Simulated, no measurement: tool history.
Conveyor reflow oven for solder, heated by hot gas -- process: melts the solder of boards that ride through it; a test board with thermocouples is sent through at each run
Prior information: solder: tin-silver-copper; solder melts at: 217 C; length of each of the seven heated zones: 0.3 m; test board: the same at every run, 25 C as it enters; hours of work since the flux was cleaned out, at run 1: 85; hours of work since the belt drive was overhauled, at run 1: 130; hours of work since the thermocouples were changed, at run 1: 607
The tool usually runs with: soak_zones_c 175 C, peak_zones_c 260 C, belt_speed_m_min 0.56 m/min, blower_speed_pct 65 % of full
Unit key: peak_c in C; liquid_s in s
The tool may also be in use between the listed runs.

run	hour	soak_zones_c	peak_zones_c	belt_speed_m_min	blower_speed_pct	hours of work since the flux was cleaned out	hours of work since the belt drive was overhauled	hours of work since the thermocouples were changed	peak_c	liquid_s
1	0	175	260	0.56	65	85	130	607	248.99	47.64
2	4.5	175	260	0.668	65	88	132	610	244.26	35.94
3	8.6	175	260	0.514	65	90	135	612	250.96	53.95
4	16.2	175	260	0.56	50	94	139	617	245.39	44.04
5	20.8	175	253	0.56	50	97	142	619	239.38	39.27
6	29.4	175	258	0.56	65	102	147	624	247.32	46.6
7	36.6	175	258	0.56	65	106	151	628	247.25	46.6
8	43.7	175	258	0.56	65	110	155	632	247.21	46.46
9	53.2	175	260	0.56	65	115	160	638	249.01	47.59
10	58.9	175	260	0.56	65	119	163	641	249.08	47.7
11	65.4	175	260	0.56	65	122	167	645	249.14	47.7
12	73.5	175	260	0.596	81	127	172	649	250.26	45.91
13	79.5	171	273	0.596	77	130	175	653	261.16	49.56
14	86	171	273	0.596	77	134	179	657	261.11	49.56
15	90.6	171	273	0.596	77	137	182	659	260.99	49.58
16	99	171	263	0.596	77	142	186	664	251.95	45.45
17	107.3	169	268	0.56	65	146	191	669	255.45	49.45
18	113.5	169	268	0.56	65	150	195	672	255.5	49.55
19	117.7	166	260	0.56	68	152	197	675	248.42	44.92
20	123.9	162	257	0.585	56	156	201	678	240.95	35.35
21	130	184	264	0.56	88	159	204	682	257.05	55.63
22	136.7	184	264	0.56	88	163	208	686	257.15	55.52

Alternative continuations, all from the tool just after run 22; predict every row:
A	145	187	255	0.56	65	168	213	690	?	?
B	145	185	264	0.493	66	168	213	690	?	?
C	145	162	260	0.548	52	168	213	690	?	?

run	peak_c	liquid_s
A	246.22	50.19
B	256.69	63.17
C	244.5	40.91
Stripped of hidden state, with their random variation kept, the same runs would have yielded:
run	peak_c	liquid_s
A	246.23	50.2
B	256.7	63.17
C	244.51	40.92
